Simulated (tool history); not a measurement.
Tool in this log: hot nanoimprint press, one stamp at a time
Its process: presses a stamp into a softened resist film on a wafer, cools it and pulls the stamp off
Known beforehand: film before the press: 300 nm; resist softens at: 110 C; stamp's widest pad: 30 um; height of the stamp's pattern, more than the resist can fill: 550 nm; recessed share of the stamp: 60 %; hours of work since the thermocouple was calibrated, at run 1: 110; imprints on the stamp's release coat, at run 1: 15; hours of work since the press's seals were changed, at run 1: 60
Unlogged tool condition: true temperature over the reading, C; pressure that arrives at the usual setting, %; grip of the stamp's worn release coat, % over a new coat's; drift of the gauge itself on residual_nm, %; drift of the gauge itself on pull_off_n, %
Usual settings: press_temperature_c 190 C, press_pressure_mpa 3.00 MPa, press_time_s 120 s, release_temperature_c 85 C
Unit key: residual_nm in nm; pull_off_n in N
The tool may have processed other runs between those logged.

run,day,press_temperature_c,press_pressure_mpa,press_time_s,release_temperature_c,hours of work since the thermocouple was calibrated,imprints on the stamp's release coat,hours of work since the press's seals were changed,residual_nm,pull_off_n
1,0.000,190,3.00,120,85,110,15,60,171.2,158.5
2,0.950,190,3.00,120,85,123,103,73,171.9,160.3
3,1.962,190,3.00,120,85,137,197,87,172.6,162.3
4,3.283,190,3.00,120,85,156,320,105,172.3,165.0
5,3.867,190,3.23,120,85,164,374,113,165.9,165.8
6,4.479,190,3.00,65,85,172,430,122,203.2,167.3
7,5.238,190,3.00,65,85,183,501,132,203.4,167.5
# day 5.458: plate thermocouple calibrated
# day 5.708: stamp cleaned and given a new release coat
8,6.496,190,3.00,65,85,11,72,145,203.4,160.4
9,7.425,190,3.00,65,85,24,159,158,203.2,161.5
10,8.033,199,3.00,210,85,32,215,166,120.3,163.2
11,9.046,199,3.00,210,85,46,309,180,120.3,166.3

The logged runs with the hidden state left out (each run's random variation unchanged):
run,residual_nm,pull_off_n
1,169.9,157.7
2,170.3,157.7
3,170.8,157.7
4,170.3,157.9
5,163.7,157.6
6,200.9,158.0
7,201.0,156.8
8,200.5,157.7
9,200.2,157.0
10,117.9,157.6
11,117.7,158.7
